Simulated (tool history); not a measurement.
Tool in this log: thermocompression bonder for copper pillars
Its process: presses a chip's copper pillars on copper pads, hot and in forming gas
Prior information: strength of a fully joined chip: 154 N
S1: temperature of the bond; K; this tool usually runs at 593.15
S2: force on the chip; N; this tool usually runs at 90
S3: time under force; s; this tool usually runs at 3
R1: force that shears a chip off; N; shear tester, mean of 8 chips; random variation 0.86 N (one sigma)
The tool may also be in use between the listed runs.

{"run": 1, "hour": 0.0, "S1": 593.15, "S2": 90, "S3": 3, "R1": 64.3}
{"run": 2, "hour": 26.1, "S1": 593.15, "S2": 90, "S3": 3, "R1": 64.2}
{"run": 3, "hour": 61.6, "S1": 593.15, "S2": 93, "S3": 3, "R1": 64.7}
{"run": 4, "hour": 83.6, "S1": 593.15, "S2": 90, "S3": 3, "R1": 62.7}
{"hour": 119.4, "done": "forming gas filter changed"}
{"run": 5, "hour": 120.5, "S1": 593.15, "S2": 132, "S3": 3, "R1": 99.5}
{"run": 6, "hour": 139.4, "S1": 593.15, "S2": 132, "S3": 3, "R1": 100.2}
{"run": 7, "hour": 157.6, "S1": 593.15, "S2": 132, "S3": 3, "R1": 98.2}
{"run": 8, "hour": 184.9, "S1": 603.15, "S2": 90, "S3": 3, "R1": 78.0}
{"run": 9, "hour": 227.4, "S1": 603.15, "S2": 90, "S3": 6, "R1": 95.4}
{"run": 10, "hour": 269.4, "S1": 571.15, "S2": 119, "S3": 5, "R1": 78.6}
{"run": 11, "hour": 291.6, "S1": 571.15, "S2": 64, "S3": 4, "R1": 36.2}
{"run": 12, "hour": 323.4, "S1": 573.15, "S2": 117, "S3": 3, "R1": 65.1}
{"run": 13, "hour": 360.1, "S1": 573.15, "S2": 105, "S3": 3, "R1": 57.5}
{"run": 14, "hour": 402.4, "S1": 573.15, "S2": 105, "S3": 3, "R1": 57.1}
{"run": 15, "hour": 420.4, "S1": 573.15, "S2": 105, "S3": 3, "R1": 55.8}
{"run": 16, "hour": 454.1, "S1": 573.15, "S2": 105, "S3": 3, "R1": 56.5}

What if the next run were any one of these 5? Each begins from the tool's condition after run 16:
{"hour": 478.5, "done": "forming gas filter changed"}
{"run": "A", "hour": 487.7, "S1": 577.15, "S2": 71, "S3": 4, "R1": "?"}
{"hour": 478.5, "done": "forming gas filter changed"}
{"run": "B", "hour": 487.7, "S1": 566.15, "S2": 117, "S3": 6, "R1": "?"}
{"hour": 478.5, "done": "forming gas filter changed"}
{"run": "C", "hour": 487.7, "S1": 582.15, "S2": 90, "S3": 4, "R1": "?"}
{"hour": 478.5, "done": "forming gas filter changed"}
{"run": "D", "hour": 487.7, "S1": 573.15, "S2": 105, "S3": 8, "R1": "?"}
{"hour": 478.5, "done": "forming gas filter changed"}
{"run": "E", "hour": 487.7, "S1": 573.15, "S2": 105, "S3": 4, "R1": "?"}

run=A R1=48.7
run=B R1=79.5
run=C R1=66.6
run=D R1=87.4
run=E R1=68.2
With the hidden condition removed and each run's random variation left untouched, the same runs would have given:
run=A R1=49.0
run=B R1=80.3
run=C R1=66.9
run=D R1=87.9
run=E R1=68.7
